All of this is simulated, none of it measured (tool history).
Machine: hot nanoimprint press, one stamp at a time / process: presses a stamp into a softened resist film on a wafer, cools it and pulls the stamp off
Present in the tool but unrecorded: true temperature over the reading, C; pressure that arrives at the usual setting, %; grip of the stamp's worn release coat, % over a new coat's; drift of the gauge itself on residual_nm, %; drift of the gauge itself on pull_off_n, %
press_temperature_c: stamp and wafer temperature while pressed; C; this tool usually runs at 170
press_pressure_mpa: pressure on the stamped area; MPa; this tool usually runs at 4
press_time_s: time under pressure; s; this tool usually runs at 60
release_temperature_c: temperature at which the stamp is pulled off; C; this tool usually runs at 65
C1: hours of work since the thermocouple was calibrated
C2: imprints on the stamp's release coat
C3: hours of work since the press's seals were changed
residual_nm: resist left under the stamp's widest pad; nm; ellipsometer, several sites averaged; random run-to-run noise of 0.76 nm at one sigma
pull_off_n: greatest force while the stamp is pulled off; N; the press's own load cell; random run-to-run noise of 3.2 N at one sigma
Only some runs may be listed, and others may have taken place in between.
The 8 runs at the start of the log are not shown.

run 9 day=4.475 | press_temperature_c=180 press_pressure_mpa=4 press_time_s=60 release_temperature_c=60 | C1=234 C2=156 C3=141 | residual_nm=113.6 pull_off_n=253
run 10 day=4.896 | press_temperature_c=180 press_pressure_mpa=4 press_time_s=60 release_temperature_c=60 | C1=239 C2=186 C3=147 | residual_nm=114 pull_off_n=256
run 11 day=5.492 | press_temperature_c=180 press_pressure_mpa=6.33 press_time_s=60 release_temperature_c=60 | C1=247 C2=229 C3=155 | residual_nm=90.5 pull_off_n=260
run 12 day=6.275 | press_temperature_c=180 press_pressure_mpa=6.33 press_time_s=60 release_temperature_c=60 | C1=258 C2=285 C3=165 | residual_nm=90.6 pull_off_n=261
run 13 day=6.975 | press_temperature_c=180 press_pressure_mpa=6.33 press_time_s=60 release_temperature_c=60 | C1=267 C2=336 C3=175 | residual_nm=90.5 pull_off_n=262
run 14 day=7.742 | press_temperature_c=170 press_pressure_mpa=3 press_time_s=60 release_temperature_c=65 | C1=278 C2=391 C3=185 | residual_nm=210.9 pull_off_n=248
run 15 day=8.567 | press_temperature_c=170 press_pressure_mpa=3 press_time_s=60 release_temperature_c=65 | C1=289 C2=450 C3=196 | residual_nm=212.1 pull_off_n=250
run 16 day=9.329 | press_temperature_c=176 press_pressure_mpa=6.03 press_time_s=54 release_temperature_c=58 | C1=299 C2=505 C3=206 | residual_nm=119.7 pull_off_n=292
run 17 day=10.121 | press_temperature_c=162 press_pressure_mpa=4 press_time_s=60 release_temperature_c=65 | C1=309 C2=562 C3=217 | residual_nm=263.7 pull_off_n=249
run 18 day=10.692 | press_temperature_c=168 press_pressure_mpa=4 press_time_s=92 release_temperature_c=69 | C1=317 C2=603 C3=224 | residual_nm=180.3 pull_off_n=245
run 19 day=11.279 | press_temperature_c=168 press_pressure_mpa=4 press_time_s=92 release_temperature_c=69 | C1=325 C2=646 C3=232 | residual_nm=179.1 pull_off_n=247
run 20 day=11.888 | press_temperature_c=179 press_pressure_mpa=3.88 press_time_s=61 release_temperature_c=64 | C1=333 C2=690 C3=240 | residual_nm=119.9 pull_off_n=271
run 21 day=12.279 | press_temperature_c=172 press_pressure_mpa=3.11 press_time_s=60 release_temperature_c=55 | C1=338 C2=718 C3=246 | residual_nm=190 pull_off_n=297
-- day=13.058 stamp cleaned and given a new release coat
run 22 day=13.108 | press_temperature_c=172 press_pressure_mpa=3.75 press_time_s=55 release_temperature_c=55 | C1=346 C2=3 C3=253 | residual_nm=180.7 pull_off_n=264
run 23 day=13.879 | press_temperature_c=170 press_pressure_mpa=4 press_time_s=60 release_temperature_c=61 | C1=356 C2=59 C3=264 | residual_nm=188.6 pull_off_n=242
run 24 day=14.592 | press_temperature_c=170 press_pressure_mpa=4 press_time_s=60 release_temperature_c=61 | C1=366 C2=110 C3=273 | residual_nm=187.2 pull_off_n=245
run 25 day=15.192 | press_temperature_c=170 press_pressure_mpa=6.19 press_time_s=60 release_temperature_c=70 | C1=374 C2=154 C3=281 | residual_nm=155.7 pull_off_n=219
run 26 day=15.779 | press_temperature_c=175 press_pressure_mpa=4 press_time_s=60 release_temperature_c=72 | C1=382 C2=196 C3=289 | residual_nm=145.7 pull_off_n=221
run 27 day=16.333 | press_temperature_c=175 press_pressure_mpa=4 press_time_s=60 release_temperature_c=72 | C1=389 C2=236 C3=297 | residual_nm=145.2 pull_off_n=222
run 28 day=16.733 | press_temperature_c=175 press_pressure_mpa=4 press_time_s=60 release_temperature_c=72 | C1=395 C2=265 C3=302 | residual_nm=144.9 pull_off_n=215
run 29 day=17.208 | press_temperature_c=170 press_pressure_mpa=4 press_time_s=73 release_temperature_c=65 | C1=401 C2=299 C3=308 | residual_nm=175.5 pull_off_n=242
run 30 day=17.767 | press_temperature_c=170 press_pressure_mpa=4.93 press_time_s=49 release_temperature_c=65 | C1=408 C2=339 C3=316 | residual_nm=184.8 pull_off_n=243

Here are 4 independent what-if runs from the current tool condition. What would each one return?
run A day=18.362 | press_temperature_c=170 press_pressure_mpa=4.93 press_time_s=53 release_temperature_c=65 | C1=416 C2=382 C3=324 | residual_nm=? pull_off_n=?
run B day=18.362 | press_temperature_c=170 press_pressure_mpa=4.93 press_time_s=69 release_temperature_c=71 | C1=416 C2=382 C3=324 | residual_nm=? pull_off_n=?
run C day=18.362 | press_temperature_c=170 press_pressure_mpa=6.02 press_time_s=35 release_temperature_c=67 | C1=416 C2=382 C3=324 | residual_nm=? pull_off_n=?
run D day=18.362 | press_temperature_c=170 press_pressure_mpa=4.93 press_time_s=49 release_temperature_c=71 | C1=416 C2=382 C3=324 | residual_nm=? pull_off_n=?

run=A residual_nm=178 pull_off_n=247
run=B residual_nm=161.3 pull_off_n=223
run=C residual_nm=191.2 pull_off_n=242
run=D residual_nm=184 pull_off_n=222
The same runs, with their run-to-run variation unchanged, on a tool lacking any hidden condition would have given:
run=A residual_nm=182.5 pull_off_n=230
run=B residual_nm=165.6 pull_off_n=208
run=C residual_nm=195.5 pull_off_n=226
run=D residual_nm=188.5 pull_off_n=206
